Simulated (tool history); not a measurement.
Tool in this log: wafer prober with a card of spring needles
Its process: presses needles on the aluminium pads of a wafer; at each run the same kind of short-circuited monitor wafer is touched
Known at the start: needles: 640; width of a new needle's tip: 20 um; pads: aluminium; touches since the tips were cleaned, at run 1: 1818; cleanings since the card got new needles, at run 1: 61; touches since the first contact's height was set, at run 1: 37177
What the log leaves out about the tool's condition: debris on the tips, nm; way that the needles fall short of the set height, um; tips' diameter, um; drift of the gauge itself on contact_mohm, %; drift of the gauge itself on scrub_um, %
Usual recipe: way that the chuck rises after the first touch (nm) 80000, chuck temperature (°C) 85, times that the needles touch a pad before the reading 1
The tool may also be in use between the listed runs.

run	hour	way that the chuck rises after the first touch (nm)	chuck temperature (°C)	times that the needles touch a pad before the reading	touches since the tips were cleaned	cleanings since the card got new needles	touches since the first contact's height was set	resistance of one needle with its contact and lead (mohm)	way that a needle slides on the pad (nm)
1	0.0	80000	85	1	1818	61	37177	303	11620
# hour 7.1: tips cleaned on abrasive film
# hour 18.8: tips cleaned on abrasive film
# hour 28.3: tips cleaned on abrasive film
# hour 40.0: tips cleaned on abrasive film
# hour 51.7: tips cleaned on abrasive film
# hour 56.7: height of the first contact set anew
# hour 63.8: tips cleaned on abrasive film
# hour 75.5: tips cleaned on abrasive film
# hour 85.0: tips cleaned on abrasive film
2	87.5	80000	26	1	1433	69	17149	285	11639
# hour 94.6: tips cleaned on abrasive film
# hour 106.4: tips cleaned on abrasive film
# hour 115.8: tips cleaned on abrasive film
# hour 127.5: tips cleaned on abrasive film
# hour 136.9: tips cleaned on abrasive film
# hour 148.7: tips cleaned on abrasive film
3	151.6	80000	26	1	1660	75	52864	285	11577
# hour 158.7: tips cleaned on abrasive film
# hour 168.1: tips cleaned on abrasive film
# hour 177.6: tips cleaned on abrasive film
# hour 180.2: height of the first contact set anew
# hour 189.6: tips cleaned on abrasive film
# hour 201.4: tips cleaned on abrasive film
# hour 213.1: tips cleaned on abrasive film
# hour 222.5: tips cleaned on abrasive film
4	225.9	80000	111	1	1915	82	25489	308	11637
# hour 233.0: tips cleaned on abrasive film
# hour 242.4: tips cleaned on abrasive film
# hour 254.2: tips cleaned on abrasive film
# hour 265.9: tips cleaned on abrasive film
# hour 277.7: tips cleaned on abrasive film
# hour 289.4: tips cleaned on abrasive film
5	298.4	80000	111	1	5043	88	65892	317	11563
# hour 300.8: tips cleaned on abrasive film
# hour 303.5: height of the first contact set anew
# hour 310.5: tips cleaned on abrasive film
# hour 320.0: tips cleaned on abrasive film
# hour 331.7: tips cleaned on abrasive film
# hour 343.5: tips cleaned on abrasive film
# hour 352.9: tips cleaned on abrasive film
# hour 364.6: tips cleaned on abrasive film
# hour 374.0: tips cleaned on abrasive film
# hour 385.8: tips cleaned on abrasive film
6	390.2	80000	85	2	2477	97	48313	301	11590
# hour 397.3: tips cleaned on abrasive film
# hour 406.7: tips cleaned on abrasive film
# hour 418.5: tips cleaned on abrasive film
# hour 427.9: tips cleaned on abrasive film
# hour 428.2: height of the first contact set anew
# hour 439.9: tips cleaned on abrasive film
# hour 451.7: tips cleaned on abrasive film
# hour 463.4: tips cleaned on abrasive film
# hour 475.2: tips cleaned on abrasive film
7	480.1	80000	85	1	2751	105	28943	309	11641
# hour 484.8: tips cleaned on abrasive film
# hour 496.6: tips cleaned on abrasive film
# hour 506.0: tips cleaned on abrasive film
# hour 517.7: tips cleaned on abrasive film
# hour 527.2: tips cleaned on abrasive film
8	532.0	80000	85	1	2736	110	57877	308	11597
# hour 536.8: tips cleaned on abrasive film
# hour 548.5: tips cleaned on abrasive film
# hour 551.1: height of the first contact set anew
# hour 558.2: tips cleaned on abrasive film
# hour 567.7: tips cleaned on abrasive film
# hour 579.4: tips cleaned on abrasive film
# hour 588.8: tips cleaned on abrasive film
9	594.5	72000	85	1	3168	116	24122	313	10467
# hour 599.2: tips cleaned on abrasive film
# hour 608.6: tips cleaned on abrasive film
# hour 618.1: tips cleaned on abrasive film
# hour 629.8: tips cleaned on abrasive film
# hour 639.2: tips cleaned on abrasive film
# hour 651.0: tips cleaned on abrasive film
# hour 660.4: tips cleaned on abrasive film
# hour 672.1: tips cleaned on abrasive film
# hour 674.8: height of the first contact set anew
# hour 681.8: tips cleaned on abrasive film
# hour 691.3: tips cleaned on abrasive film
10	691.6	72000	85	1	186	126	9354	298	10498
# hour 701.0: tips cleaned on abrasive film
# hour 710.4: tips cleaned on abrasive film
# hour 722.2: tips cleaned on abrasive film
# hour 731.6: tips cleaned on abrasive film
# hour 743.4: tips cleaned on abrasive film
# hour 752.8: tips cleaned on abrasive film
# hour 762.2: tips cleaned on abrasive film
11	765.1	80000	85	1	1640	133	50286	303	11574
# hour 772.2: tips cleaned on abrasive film
# hour 783.9: tips cleaned on abrasive film
# hour 795.7: tips cleaned on abrasive film
# hour 798.3: height of the first contact set anew
# hour 807.7: tips cleaned on abrasive film
# hour 817.5: tips cleaned on abrasive film
12	817.5	80000	85	1	0	138	10669	295	11654
# hour 829.2: tips cleaned on abrasive film
# hour 841.0: tips cleaned on abrasive film
# hour 850.4: tips cleaned on abrasive film
# hour 859.8: tips cleaned on abrasive film
# hour 871.6: tips cleaned on abrasive film
# hour 883.3: tips cleaned on abrasive film
# hour 895.1: tips cleaned on abrasive film
# hour 904.5: tips cleaned on abrasive film
13	911.5	80000	85	2	3933	146	63056	302	11552
# hour 915.9: tips cleaned on abrasive film
# hour 923.2: height of the first contact set anew
# hour 927.9: tips cleaned on abrasive film
# hour 937.4: tips cleaned on abrasive film
# hour 949.1: tips cleaned on abrasive film
14	955.8	80000	85	2	3777	150	18182	306	11651
# hour 960.6: tips cleaned on abrasive film
# hour 972.3: tips cleaned on abrasive film
# hour 981.8: tips cleaned on abrasive film
# hour 991.2: tips cleaned on abrasive film
# hour 1002.9: tips cleaned on abrasive film
# hour 1012.3: tips cleaned on abrasive film
15	1019.0	80000	114	1	3719	156	53332	321	11589
# hour 1023.7: tips cleaned on abrasive film
# hour 1033.1: tips cleaned on abrasive film
# hour 1044.9: tips cleaned on abrasive film
# hour 1047.5: height of the first contact set anew
# hour 1056.9: tips cleaned on abrasive film
# hour 1068.7: tips cleaned on abrasive film
# hour 1078.1: tips cleaned on abrasive film
16	1081.7	83000	98	1	2036	162	19061	309	12067
# hour 1088.8: tips cleaned on abrasive film
# hour 1100.5: tips cleaned on abrasive film
# hour 1112.3: tips cleaned on abrasive film
# hour 1123.4: tips cleaned on abrasive film
17	1123.4	83000	43	1	0	166	42285	281	12031
# hour 1135.2: tips cleaned on abrasive film
# hour 1146.9: tips cleaned on abrasive film
# hour 1158.7: tips cleaned on abrasive film
# hour 1168.1: tips cleaned on abrasive film
# hour 1170.7: height of the first contact set anew
# hour 1177.8: tips cleaned on abrasive film
# hour 1189.5: tips cleaned on abrasive film
# hour 1199.0: tips cleaned on abrasive film
18	1199.6	80000	62	1	359	173	16074	290	11647
# hour 1209.0: tips cleaned on abrasive film
# hour 1218.4: tips cleaned on abrasive film
# hour 1230.2: tips cleaned on abrasive film
# hour 1241.9: tips cleaned on abrasive film
# hour 1253.7: tips cleaned on abrasive film
19	1262.4	68000	62	2	4901	178	51097	308	9843
# hour 1264.8: tips cleaned on abrasive film
# hour 1274.2: tips cleaned on abrasive film
# hour 1286.0: tips cleaned on abrasive film
# hour 1295.6: height of the first contact set anew
# hour 1298.0: tips cleaned on abrasive film
# hour 1307.5: tips cleaned on abrasive film
# hour 1318.9: tips cleaned on abrasive film
20	1318.9	68000	87	1	0	184	12912	297	9891
# hour 1330.6: tips cleaned on abrasive film
# hour 1342.4: tips cleaned on abrasive film
# hour 1354.1: tips cleaned on abrasive film
# hour 1365.9: tips cleaned on abrasive film
# hour 1377.6: tips cleaned on abrasive film
# hour 1387.0: tips cleaned on abrasive film
# hour 1398.8: tips cleaned on abrasive film
21	1404.7	68000	87	1	3322	191	60760	324	9814
# hour 1409.5: tips cleaned on abrasive film
# hour 1419.1: height of the first contact set anew
# hour 1421.5: tips cleaned on abrasive film
# hour 1433.2: tips cleaned on abrasive film
# hour 1445.0: tips cleaned on abrasive film
# hour 1454.4: tips cleaned on abrasive film
# hour 1463.8: tips cleaned on abrasive film
# hour 1475.6: tips cleaned on abrasive film
# hour 1485.0: tips cleaned on abrasive film
# hour 1494.4: tips cleaned on abrasive film
22	1503.2	70000	85	1	4963	200	46871	330	10134

3 ways to go on from here, each from the tool as it stands after run 22. What would each give?
# hour 1505.7: tips cleaned on abrasive film
# hour 1515.1: tips cleaned on abrasive film
# hour 1526.8: tips cleaned on abrasive film
# hour 1536.3: tips cleaned on abrasive film
# hour 1543.5: height of the first contact set anew
A	1544.2	80000	122	2	4311	204	382	?	?
# hour 1505.7: tips cleaned on abrasive film
# hour 1515.1: tips cleaned on abrasive film
# hour 1526.8: tips cleaned on abrasive film
# hour 1536.3: tips cleaned on abrasive film
# hour 1543.5: height of the first contact set anew
B	1544.2	70000	85	1	4311	204	382	?	?
# hour 1505.7: tips cleaned on abrasive film
# hour 1515.1: tips cleaned on abrasive film
# hour 1526.8: tips cleaned on abrasive film
# hour 1536.3: tips cleaned on abrasive film
# hour 1543.5: height of the first contact set anew
C	1544.2	66000	44	1	4311	204	382	?	?

run	resistance of one needle with its contact and lead (mohm)	way that a needle slides on the pad (nm)
A	316	11682
B	329	10223
C	318	9629
The same runs, with their run-to-run variation unchanged, on a tool lacking any hidden condition would have given:
run	resistance of one needle with its contact and lead (mohm)	way that a needle slides on the pad (nm)
A	298	11682
B	293	10223
C	276	9629

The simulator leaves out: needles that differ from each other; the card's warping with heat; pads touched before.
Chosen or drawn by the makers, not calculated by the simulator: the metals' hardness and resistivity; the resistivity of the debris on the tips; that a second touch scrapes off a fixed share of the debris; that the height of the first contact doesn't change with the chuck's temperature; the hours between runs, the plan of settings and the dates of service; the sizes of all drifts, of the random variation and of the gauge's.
